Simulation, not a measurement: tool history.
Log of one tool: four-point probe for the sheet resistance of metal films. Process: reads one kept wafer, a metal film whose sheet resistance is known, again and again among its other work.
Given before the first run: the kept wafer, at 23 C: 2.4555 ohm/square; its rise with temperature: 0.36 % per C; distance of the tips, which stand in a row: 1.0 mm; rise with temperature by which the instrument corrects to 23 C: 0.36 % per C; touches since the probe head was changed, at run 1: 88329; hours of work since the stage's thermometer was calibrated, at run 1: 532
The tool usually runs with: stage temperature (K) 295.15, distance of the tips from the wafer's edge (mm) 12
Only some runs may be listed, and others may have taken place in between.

run	day	stage temperature (K)	distance of the tips from the wafer's edge (mm)	touches since the probe head was changed	hours of work since the stage's thermometer was calibrated	sheet resistance as the instrument gives it (ohm/square)
1	0.000	295.15	12	88329	532	2.452927
2	2.533	296.15	12	92172	578	2.452791
3	5.208	296.15	12	96227	625	2.451985
4	7.354	296.15	12	99483	664	2.452114
5	8.662	296.15	12	101471	687	2.451388
6	10.304	295.15	12	103960	717	2.451000
7	11.733	295.15	12	106128	742	2.450682
8	14.383	295.15	12	110147	790	2.450488
# day 14.575: stage's thermometer calibrated
9	16.950	301.15	22	114007	42	2.442800
10	19.704	298.15	11	118185	92	2.449904
11	21.500	294.15	23	120911	124	2.440842

Forecast each of these 4 alternatives for the next run:
# day 23.617: stage's thermometer calibrated, once more
A	23.725	295.15	5	124256	2	?
# day 23.617: stage's thermometer calibrated, once more
B	23.725	295.15	13	124256	2	?
# day 23.617: stage's thermometer calibrated, once more
C	23.725	296.15	35	124256	2	?
# day 23.617: stage's thermometer calibrated, once more
D	23.725	302.15	4	124256	2	?

run	sheet resistance as the instrument gives it (ohm/square)
A	2.493585
B	2.449938
C	2.443359
D	2.523143
Without the tool's hidden state the same runs would have given:
run	sheet resistance as the instrument gives it (ohm/square)
A	2.507411
B	2.463541
C	2.456927
D	2.537117
